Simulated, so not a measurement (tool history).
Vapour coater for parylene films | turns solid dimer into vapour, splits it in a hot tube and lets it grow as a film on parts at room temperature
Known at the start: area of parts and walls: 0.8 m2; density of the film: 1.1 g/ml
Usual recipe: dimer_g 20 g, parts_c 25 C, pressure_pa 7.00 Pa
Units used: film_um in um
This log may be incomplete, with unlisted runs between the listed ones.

run   hour  dimer_g  parts_c  pressure_pa  film_um
  1    0.0       20       25         7.00    15.80
  2   16.8       20       25         7.00    16.00
  3   31.1       20       25         7.00    15.97
  4   44.6       20       25         7.00    16.16
  5   53.0       20       25         7.00    16.02
  6   64.4       16       25         7.00    12.71
  7   79.1       20       25         7.00    16.01
  8   93.6       20       25         7.00    16.11
  9  109.0       20       25         7.00    16.35
 10  118.2       23       35         7.00    13.49
 11  126.5       23       35         7.00    13.64
 12  144.6       23       35         7.00    13.35
 13  158.9        8       25         3.04     7.98
 14  172.3        8       28         3.04     7.30
 15  187.5       20       35         3.58    13.96
     193.3  -- trap's valve overhauled
 16  202.8       20       19         7.00    19.81

Each row is a separate what-if for the run after 16, all from the same tool condition, not one after another. Results?
  A  220.3       12       19         7.00        ?
  B  220.3       29       19         7.00        ?
  C  220.3       17       25         4.86        ?
  D  220.3       20       21         4.01        ?

run  film_um
  A    11.96
  B    28.93
  C    15.26
  D    21.24
Take away the tool's hidden state, keep each run's random variation, and the runs would have read:
run  film_um
  A    11.64
  B    28.16
  C    14.85
  D    20.67
